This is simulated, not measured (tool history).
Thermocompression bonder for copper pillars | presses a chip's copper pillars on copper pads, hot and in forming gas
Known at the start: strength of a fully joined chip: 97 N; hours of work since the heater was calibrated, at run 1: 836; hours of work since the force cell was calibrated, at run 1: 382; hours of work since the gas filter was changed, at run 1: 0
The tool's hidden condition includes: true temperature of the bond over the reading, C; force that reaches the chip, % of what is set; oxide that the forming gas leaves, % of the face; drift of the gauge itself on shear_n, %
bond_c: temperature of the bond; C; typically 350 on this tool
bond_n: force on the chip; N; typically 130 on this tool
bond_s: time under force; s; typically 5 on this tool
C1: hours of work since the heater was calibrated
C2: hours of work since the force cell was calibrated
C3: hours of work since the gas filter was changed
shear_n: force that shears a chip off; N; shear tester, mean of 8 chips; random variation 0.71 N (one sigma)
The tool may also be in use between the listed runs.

run 1 hour=0 | bond_c=350 bond_n=130 bond_s=5 | C1=836 C2=382 C3=0 | shear_n=50.3
run 2 hour=41 | bond_c=350 bond_n=130 bond_s=5 | C1=855 C2=401 C3=19 | shear_n=50.9
run 3 hour=74.5 | bond_c=350 bond_n=130 bond_s=5 | C1=870 C2=416 C3=35 | shear_n=51
run 4 hour=117.9 | bond_c=350 bond_n=130 bond_s=5 | C1=890 C2=436 C3=55 | shear_n=50.1
run 5 hour=151.4 | bond_c=350 bond_n=130 bond_s=5 | C1=906 C2=452 C3=70 | shear_n=50.6
run 6 hour=181.8 | bond_c=350 bond_n=130 bond_s=3 | C1=920 C2=466 C3=84 | shear_n=42.4
run 7 hour=223.4 | bond_c=350 bond_n=130 bond_s=5 | C1=939 C2=485 C3=104 | shear_n=50
run 8 hour=254.1 | bond_c=350 bond_n=130 bond_s=5 | C1=953 C2=499 C3=118 | shear_n=49.5
run 9 hour=299 | bond_c=350 bond_n=130 bond_s=5 | C1=974 C2=520 C3=139 | shear_n=48.9
-- hour=342 forming gas filter changed
run 10 hour=354.4 | bond_c=350 bond_n=130 bond_s=5 | C1=1000 C2=546 C3=6 | shear_n=49.9
run 11 hour=398.2 | bond_c=350 bond_n=130 bond_s=5 | C1=1020 C2=566 C3=26 | shear_n=49.4
run 12 hour=445.4 | bond_c=350 bond_n=173 bond_s=5 | C1=1042 C2=588 C3=48 | shear_n=59.7
run 13 hour=487.1 | bond_c=350 bond_n=173 bond_s=5 | C1=1061 C2=607 C3=67 | shear_n=59.6
run 14 hour=515.6 | bond_c=350 bond_n=130 bond_s=5 | C1=1074 C2=620 C3=80 | shear_n=50.9
run 15 hour=554.5 | bond_c=350 bond_n=130 bond_s=5 | C1=1092 C2=639 C3=99 | shear_n=51.1
run 16 hour=602.7 | bond_c=350 bond_n=130 bond_s=5 | C1=1115 C2=661 C3=121 | shear_n=49.6
run 17 hour=634 | bond_c=353 bond_n=128 bond_s=7 | C1=1129 C2=675 C3=135 | shear_n=56.9
run 18 hour=666.3 | bond_c=361 bond_n=86 bond_s=5 | C1=1144 C2=690 C3=150 | shear_n=43.6
-- hour=682.5 forming gas filter changed
run 19 hour=718.8 | bond_c=361 bond_n=86 bond_s=5 | C1=1168 C2=714 C3=17 | shear_n=43.4
run 20 hour=756.6 | bond_c=361 bond_n=86 bond_s=5 | C1=1186 C2=732 C3=34 | shear_n=43
run 21 hour=814.8 | bond_c=350 bond_n=88 bond_s=6 | C1=1213 C2=759 C3=61 | shear_n=42.3
run 22 hour=840.8 | bond_c=350 bond_n=88 bond_s=6 | C1=1225 C2=771 C3=73 | shear_n=41.7
run 23 hour=871.1 | bond_c=350 bond_n=88 bond_s=6 | C1=1239 C2=785 C3=87 | shear_n=40.6
run 24 hour=919.8 | bond_c=343 bond_n=101 bond_s=15 | C1=1262 C2=808 C3=110 | shear_n=57.1
run 25 hour=953.6 | bond_c=324 bond_n=130 bond_s=13 | C1=1277 C2=823 C3=126 | shear_n=52.4
-- hour=982.1 heater calibrated with a thermocouple chip
run 26 hour=984.9 | bond_c=346 bond_n=176 bond_s=6 | C1=1 C2=837 C3=139 | shear_n=60.3
-- hour=1027.2 forming gas filter changed
run 27 hour=1035.6 | bond_c=346 bond_n=176 bond_s=6 | C1=25 C2=860 C3=4 | shear_n=61.4
run 28 hour=1075.5 | bond_c=346 bond_n=176 bond_s=6 | C1=43 C2=879 C3=22 | shear_n=61.9

Run 29 is up next; what results do you expect?
run 29 hour=1114.8 | bond_c=346 bond_n=176 bond_s=6 | C1=61 C2=897 C3=41 | shear_n=?

Run 29 yielded shear_n 61.1 N.
With no hidden state in the tool, this same run would have given shear_n 61.2 N.
